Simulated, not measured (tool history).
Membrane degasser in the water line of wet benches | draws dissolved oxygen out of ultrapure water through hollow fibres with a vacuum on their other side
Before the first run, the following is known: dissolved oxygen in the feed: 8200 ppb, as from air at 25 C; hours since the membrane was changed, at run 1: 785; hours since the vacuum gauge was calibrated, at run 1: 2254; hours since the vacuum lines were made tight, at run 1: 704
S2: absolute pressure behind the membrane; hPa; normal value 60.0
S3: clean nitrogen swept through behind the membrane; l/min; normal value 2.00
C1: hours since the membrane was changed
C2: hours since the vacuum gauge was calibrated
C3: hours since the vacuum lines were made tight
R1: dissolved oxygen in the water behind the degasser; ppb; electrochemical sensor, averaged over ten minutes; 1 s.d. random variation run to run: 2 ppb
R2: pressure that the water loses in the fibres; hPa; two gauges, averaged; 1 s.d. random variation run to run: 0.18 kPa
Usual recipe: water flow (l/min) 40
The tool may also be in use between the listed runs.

run 1 hour=0.0 | water_flow_(l/min)=40 S2=60.0 S3=2.00 | C1=785 C2=2254 C3=704 | R1=212.9 R2=335.7
run 2 hour=24.8 | water_flow_(l/min)=40 S2=60.0 S3=2.00 | C1=810 C2=2278 C3=729 | R1=210.5 R2=335.3
run 3 hour=60.6 | water_flow_(l/min)=29 S2=60.0 S3=2.00 | C1=846 C2=2314 C3=765 | R1=144.8 R2=241.1
run 4 hour=98.3 | water_flow_(l/min)=40 S2=38.3 S3=2.00 | C1=883 C2=2352 C3=802 | R1=117.4 R2=333.0
run 5 hour=116.8 | water_flow_(l/min)=40 S2=47.5 S3=2.00 | C1=902 C2=2370 C3=821 | R1=159.1 R2=329.9
run 6 hour=150.3 | water_flow_(l/min)=40 S2=47.5 S3=2.00 | C1=935 C2=2404 C3=854 | R1=156.3 R2=332.1
run 7 hour=186.4 | water_flow_(l/min)=27 S2=60.0 S3=2.00 | C1=972 C2=2440 C3=890 | R1=132.5 R2=225.0
run 8 hour=206.0 | water_flow_(l/min)=40 S2=104.4 S3=2.00 | C1=991 C2=2460 C3=910 | R1=401.2 R2=331.7
run 9 hour=252.0 | water_flow_(l/min)=40 S2=60.0 S3=1.82 | C1=1037 C2=2506 C3=956 | R1=226.0 R2=331.6
run 10 hour=270.6 | water_flow_(l/min)=40 S2=60.0 S3=1.82 | C1=1056 C2=2524 C3=975 | R1=222.2 R2=332.2
run 11 hour=305.2 | water_flow_(l/min)=40 S2=60.0 S3=1.82 | C1=1090 C2=2559 C3=1009 | R1=222.4 R2=331.9
run 12 hour=347.9 | water_flow_(l/min)=40 S2=60.0 S3=1.82 | C1=1133 C2=2601 C3=1052 | R1=223.1 R2=329.8
run 13 hour=381.0 | water_flow_(l/min)=47 S2=62.6 S3=1.97 | C1=1166 C2=2635 C3=1085 | R1=270.8 R2=388.8
run 14 hour=422.0 | water_flow_(l/min)=47 S2=84.1 S3=3.60 | C1=1207 C2=2676 C3=1126 | R1=266.9 R2=393.3
run 15 hour=446.9 | water_flow_(l/min)=28 S2=60.0 S3=4.93 | C1=1232 C2=2700 C3=1151 | R1=82.4 R2=233.6
run 16 hour=485.7 | water_flow_(l/min)=40 S2=60.0 S3=4.71 | C1=1271 C2=2739 C3=1190 | R1=141.2 R2=332.9
run 17 hour=520.6 | water_flow_(l/min)=49 S2=50.7 S3=5.78 | C1=1306 C2=2774 C3=1225 | R1=159.5 R2=410.2
run 18 hour=546.6 | water_flow_(l/min)=49 S2=50.7 S3=5.78 | C1=1332 C2=2800 C3=1251 | R1=154.2 R2=409.9
run 19 hour=576.4 | water_flow_(l/min)=50 S2=146.0 S3=2.89 | C1=1362 C2=2830 C3=1280 | R1=542.0 R2=417.2
run 20 hour=606.1 | water_flow_(l/min)=59 S2=136.9 S3=0.92 | C1=1391 C2=2860 C3=1310 | R1=1239.6 R2=488.1
run 21 hour=630.6 | water_flow_(l/min)=59 S2=136.9 S3=0.92 | C1=1416 C2=2884 C3=1335 | R1=1206.1 R2=490.5
run 22 hour=652.7 | water_flow_(l/min)=40 S2=106.8 S3=1.77 | C1=1438 C2=2906 C3=1357 | R1=446.0 R2=333.5

Below are 3 alternative next runs, each starting from the tool's condition after run 22. Predict each:
run A hour=689.6 | water_flow_(l/min)=40 S2=66.8 S3=1.77 | C1=1475 C2=2943 C3=1394 | R1=? R2=?
run B hour=689.6 | water_flow_(l/min)=40 S2=146.6 S3=1.61 | C1=1475 C2=2943 C3=1394 | R1=? R2=?
run C hour=689.6 | water_flow_(l/min)=40 S2=106.8 S3=3.95 | C1=1475 C2=2943 C3=1394 | R1=? R2=?

run=A R1=265.9 R2=332.0
run=B R1=665.8 R2=330.6
run=C R1=264.7 R2=332.3
What these runs would have given with no unlogged condition in the tool:
run=A R1=249.1 R2=328.4
run=B R1=648.9 R2=326.9
run=C R1=254.1 R2=328.6
